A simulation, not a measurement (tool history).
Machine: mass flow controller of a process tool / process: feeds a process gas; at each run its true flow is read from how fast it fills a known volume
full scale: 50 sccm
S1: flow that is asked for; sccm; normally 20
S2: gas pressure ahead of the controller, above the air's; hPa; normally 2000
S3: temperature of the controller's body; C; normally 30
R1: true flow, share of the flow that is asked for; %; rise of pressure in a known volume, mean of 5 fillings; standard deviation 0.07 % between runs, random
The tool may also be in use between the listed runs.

| run | day | S1 | S2 | S3 | R1 |
|---|---|---|---|---|---|
| 1 | 0.000 | 20 | 2000 | 30 | 97.04 |
| 2 | 2.858 | 20 | 2000 | 30 | 97.11 |
| 3 | 5.358 | 20 | 2000 | 30 | 97.02 |
| 4 | 7.667 | 20 | 2000 | 30 | 97.07 |
| 5 | 9.104 | 26 | 2000 | 30 | 97.35 |
| 6 | 10.808 | 26 | 2000 | 30 | 97.27 |
| 7 | 12.233 | 26 | 2000 | 30 | 97.26 |
| 8 | 14.008 | 26 | 2000 | 30 | 97.28 |
| 9 | 16.308 | 26 | 2000 | 30 | 97.28 |
| 10 | 19.383 | 9 | 2000 | 30 | 97.12 |
| 11 | 21.838 | 9 | 2000 | 30 | 96.98 |
| 12 | 24.871 | 9 | 2000 | 30 | 97.10 |
| 13 | 27.783 | 12 | 2000 | 30 | 96.72 |
| 14 | 29.204 | 20 | 1430 | 30 | 96.61 |
| 15 | 31.908 | 20 | 1430 | 30 | 96.65 |
| 16 | 34.504 | 20 | 2000 | 35 | 97.31 |
| 17 | 36.312 | 20 | 2000 | 23 | 96.35 |
| 18 | 37.833 | 20 | 2000 | 30 | 96.82 |
| 19 | 39.483 | 20 | 2000 | 30 | 96.71 |
| 20 | 41.754 | 20 | 2000 | 30 | 96.83 |
| 21 | 44.562 | 20 | 2000 | 27 | 96.50 |
| 22 | 46.583 | 20 | 2000 | 30 | 96.78 |
| 23 | 47.942 | 20 | 2000 | 30 | 96.67 |
| 24 | 50.046 | 20 | 2000 | 30 | 96.70 |
| 25 | 51.721 | 10 | 1600 | 30 | 96.68 |
| 26 | 54.029 | 37 | 2270 | 30 | 97.84 |
| 27 | 55.954 | 37 | 2270 | 30 | 97.65 |
| 28 | 57.329 | 20 | 1490 | 27 | 96.32 |
| 29 | 58.896 | 25 | 1670 | 29 | 96.59 |
| 30 | 61.212 | 47 | 1650 | 30 | 97.82 |
| 31 | 63.579 | 47 | 1650 | 30 | 97.92 |
| 32 | 66.675 | 20 | 2000 | 21 | 95.88 |
| 33 | 68.650 | 20 | 2000 | 21 | 95.88 |
| 34 | 71.804 | 20 | 2760 | 22 | 96.46 |
| 35 | 74.188 | 8 | 1520 | 27 | 96.60 |
| 36 | 76.467 | 8 | 1640 | 27 | 96.59 |
| 37 | 79.217 | 8 | 1640 | 27 | 96.60 |
| 38 | 81.942 | 28 | 2470 | 31 | 97.30 |
| 39 | 85.092 | 13 | 1720 | 31 | 96.50 |
| 40 | 87.525 | 40 | 1760 | 37 | 97.85 |
| 41 | 89.083 | 28 | 1760 | 38 | 97.30 |
| 42 | 91.092 | 10 | 2050 | 21 | 95.96 |
| 43 | 93.146 | 10 | 2050 | 21 | 96.80 |
| 44 | 95.054 | 10 | 2050 | 21 | 96.69 |
| 45 | 97.142 | 10 | 2390 | 21 | 97.11 |
| 46 | 98.825 | 10 | 2390 | 21 | 96.87 |
| 47 | 100.700 | 17 | 2000 | 29 | 97.75 |
| 48 | 102.933 | 20 | 2020 | 31 | 98.14 |

Not shown here: 1 entry made in the log between runs. Locate each between two listed runs and compare the hidden state at the listed run before it with the hidden state at the listed run after it:
Between runs 42 and 43: controller exchanged for a calibrated one (day 92.054)
  flow at rest that the sensor doesn't see, % of full scale: 0.355 -> 0.022; true flow over the shown one, %: -2.73 -> -0.31
  measured less the result without the state, R1: -0.96 -> -0.19 %

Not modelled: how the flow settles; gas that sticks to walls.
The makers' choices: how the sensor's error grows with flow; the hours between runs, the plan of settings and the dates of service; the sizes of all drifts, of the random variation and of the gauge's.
